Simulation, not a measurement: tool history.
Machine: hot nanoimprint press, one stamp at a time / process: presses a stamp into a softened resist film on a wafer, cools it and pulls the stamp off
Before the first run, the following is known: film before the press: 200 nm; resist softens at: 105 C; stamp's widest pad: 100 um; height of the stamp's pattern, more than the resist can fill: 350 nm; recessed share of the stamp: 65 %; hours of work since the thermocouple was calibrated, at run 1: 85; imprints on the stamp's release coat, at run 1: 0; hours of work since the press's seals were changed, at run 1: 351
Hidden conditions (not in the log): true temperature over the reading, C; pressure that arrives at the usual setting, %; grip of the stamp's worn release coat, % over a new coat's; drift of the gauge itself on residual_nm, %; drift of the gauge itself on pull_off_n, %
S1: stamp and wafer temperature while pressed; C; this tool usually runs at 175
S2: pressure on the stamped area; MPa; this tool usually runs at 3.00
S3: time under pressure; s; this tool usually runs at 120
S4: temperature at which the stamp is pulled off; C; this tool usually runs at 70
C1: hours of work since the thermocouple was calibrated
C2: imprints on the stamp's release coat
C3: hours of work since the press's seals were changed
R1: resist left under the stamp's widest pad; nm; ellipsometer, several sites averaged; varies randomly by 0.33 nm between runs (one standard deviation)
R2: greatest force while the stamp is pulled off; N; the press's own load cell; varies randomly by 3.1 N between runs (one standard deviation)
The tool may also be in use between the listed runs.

{"run": 1, "day": 0.0, "S1": 175, "S2": 3.0, "S3": 120, "S4": 70, "C1": 85, "C2": 0, "C3": 351, "R1": 91.4, "R2": 155}
{"run": 2, "day": 2.25, "S1": 175, "S2": 3.0, "S3": 120, "S4": 70, "C1": 126, "C2": 209, "C3": 393, "R1": 91.7, "R2": 159}
{"run": 3, "day": 4.254, "S1": 175, "S2": 3.0, "S3": 120, "S4": 70, "C1": 163, "C2": 395, "C3": 430, "R1": 92.2, "R2": 161}
{"run": 4, "day": 6.575, "S1": 175, "S2": 3.0, "S3": 120, "S4": 70, "C1": 206, "C2": 610, "C3": 472, "R1": 91.7, "R2": 159}
{"run": 5, "day": 7.875, "S1": 180, "S2": 3.0, "S3": 120, "S4": 70, "C1": 230, "C2": 730, "C3": 496, "R1": 76.9, "R2": 156}
{"run": 6, "day": 9.929, "S1": 175, "S2": 3.0, "S3": 120, "S4": 60, "C1": 267, "C2": 921, "C3": 534, "R1": 91.5, "R2": 183}
{"run": 7, "day": 11.879, "S1": 175, "S2": 3.0, "S3": 149, "S4": 60, "C1": 303, "C2": 1101, "C3": 570, "R1": 84.8, "R2": 175}
{"run": 8, "day": 14.021, "S1": 175, "S2": 3.0, "S3": 149, "S4": 60, "C1": 343, "C2": 1300, "C3": 609, "R1": 85.2, "R2": 179}
{"day": 15.108, "done": "stamp cleaned and given a new release coat"}
{"run": 9, "day": 15.775, "S1": 175, "S2": 3.0, "S3": 149, "S4": 60, "C1": 370, "C2": 62, "C3": 637, "R1": 85.4, "R2": 172}
{"day": 17.867, "done": "plate thermocouple calibrated"}
{"run": 10, "day": 18.05, "S1": 175, "S2": 3.0, "S3": 149, "S4": 60, "C1": 3, "C2": 262, "C3": 677, "R1": 84.7, "R2": 178}
{"run": 11, "day": 19.783, "S1": 175, "S2": 3.0, "S3": 149, "S4": 60, "C1": 35, "C2": 422, "C3": 709, "R1": 85.6, "R2": 176}
{"run": 12, "day": 22.079, "S1": 175, "S2": 3.0, "S3": 120, "S4": 70, "C1": 78, "C2": 635, "C3": 751, "R1": 91.5, "R2": 160}
{"run": 13, "day": 23.542, "S1": 175, "S2": 3.0, "S3": 120, "S4": 70, "C1": 105, "C2": 770, "C3": 778, "R1": 90.8, "R2": 154}
{"run": 14, "day": 25.704, "S1": 175, "S2": 3.0, "S3": 120, "S4": 70, "C1": 144, "C2": 971, "C3": 818, "R1": 90.8, "R2": 152}
{"run": 15, "day": 27.9, "S1": 175, "S2": 3.0, "S3": 120, "S4": 70, "C1": 185, "C2": 1174, "C3": 858, "R1": 91.2, "R2": 165}
{"run": 16, "day": 29.017, "S1": 175, "S2": 3.0, "S3": 120, "S4": 70, "C1": 205, "C2": 1278, "C3": 879, "R1": 91.5, "R2": 158}
{"day": 30.371, "done": "stamp cleaned and given a new release coat"}
{"run": 17, "day": 31.267, "S1": 181, "S2": 3.0, "S3": 120, "S4": 74, "C1": 242, "C2": 83, "C3": 916, "R1": 73.7, "R2": 150}
{"run": 18, "day": 32.729, "S1": 175, "S2": 1.96, "S3": 120, "S4": 70, "C1": 269, "C2": 219, "C3": 942, "R1": 113.8, "R2": 162}
{"run": 19, "day": 35.175, "S1": 164, "S2": 2.33, "S3": 70, "S4": 59, "C1": 314, "C2": 446, "C3": 988, "R1": 161.0, "R2": 183}
{"run": 20, "day": 37.071, "S1": 164, "S2": 2.33, "S3": 70, "S4": 59, "C1": 349, "C2": 621, "C3": 1022, "R1": 160.4, "R2": 184}
{"run": 21, "day": 39.612, "S1": 165, "S2": 3.0, "S3": 120, "S4": 70, "C1": 396, "C2": 857, "C3": 1069, "R1": 128.9, "R2": 154}
{"day": 40.467, "done": "plate thermocouple calibrated"}
{"run": 22, "day": 42.038, "S1": 172, "S2": 2.01, "S3": 120, "S4": 75, "C1": 29, "C2": 1070, "C3": 1112, "R1": 122.5, "R2": 150}
{"run": 23, "day": 43.262, "S1": 175, "S2": 3.0, "S3": 120, "S4": 65, "C1": 52, "C2": 1183, "C3": 1134, "R1": 90.8, "R2": 162}
{"day": 44.125, "done": "press's hydraulic seals changed and the load cell set to zero"}
{"day": 45.842, "done": "stamp cleaned and given a new release coat"}
{"run": 24, "day": 45.892, "S1": 175, "S2": 3.0, "S3": 120, "S4": 65, "C1": 89, "C2": 4, "C3": 28, "R1": 90.2, "R2": 163}
{"run": 25, "day": 48.392, "S1": 175, "S2": 3.0, "S3": 193, "S4": 65, "C1": 135, "C2": 236, "C3": 74, "R1": 76.8, "R2": 166}
{"run": 26, "day": 50.633, "S1": 175, "S2": 3.0, "S3": 114, "S4": 70, "C1": 177, "C2": 444, "C3": 115, "R1": 91.6, "R2": 157}
{"run": 27, "day": 52.571, "S1": 175, "S2": 2.73, "S3": 71, "S4": 70, "C1": 212, "C2": 623, "C3": 151, "R1": 111.2, "R2": 160}
{"run": 28, "day": 53.867, "S1": 175, "S2": 2.73, "S3": 71, "S4": 70, "C1": 236, "C2": 743, "C3": 175, "R1": 111.0, "R2": 161}
{"run": 29, "day": 55.821, "S1": 180, "S2": 4.71, "S3": 64, "S4": 75, "C1": 272, "C2": 924, "C3": 211, "R1": 72.0, "R2": 151}
{"run": 30, "day": 58.033, "S1": 180, "S2": 4.71, "S3": 64, "S4": 75, "C1": 313, "C2": 1129, "C3": 251, "R1": 72.1, "R2": 148}
{"run": 31, "day": 60.204, "S1": 180, "S2": 4.71, "S3": 64, "S4": 75, "C1": 353, "C2": 1331, "C3": 291, "R1": 72.5, "R2": 148}

3 options for the next run, each taken on its own from the tool as it stands now. Forecast them:
{"day": 60.925, "done": "stamp cleaned and given a new release coat"}
{"run": "A", "day": 62.15, "S1": 175, "S2": 3.0, "S3": 131, "S4": 70, "C1": 384, "C2": 114, "C3": 323, "R1": "?", "R2": "?"}
{"day": 60.925, "done": "stamp cleaned and given a new release coat"}
{"run": "B", "day": 62.15, "S1": 170, "S2": 1.82, "S3": 164, "S4": 75, "C1": 384, "C2": 114, "C3": 323, "R1": "?", "R2": "?"}
{"day": 60.925, "done": "stamp cleaned and given a new release coat"}
{"run": "C", "day": 62.15, "S1": 175, "S2": 3.0, "S3": 120, "S4": 74, "C1": 384, "C2": 114, "C3": 323, "R1": "?", "R2": "?"}

run=A R1=87.3 R2=158
run=B R1=124.5 R2=147
run=C R1=90.0 R2=148
With no hidden state in the tool, these same runs would have given:
run=A R1=89.2 R2=158
run=B R1=127.2 R2=147
run=C R1=91.9 R2=148

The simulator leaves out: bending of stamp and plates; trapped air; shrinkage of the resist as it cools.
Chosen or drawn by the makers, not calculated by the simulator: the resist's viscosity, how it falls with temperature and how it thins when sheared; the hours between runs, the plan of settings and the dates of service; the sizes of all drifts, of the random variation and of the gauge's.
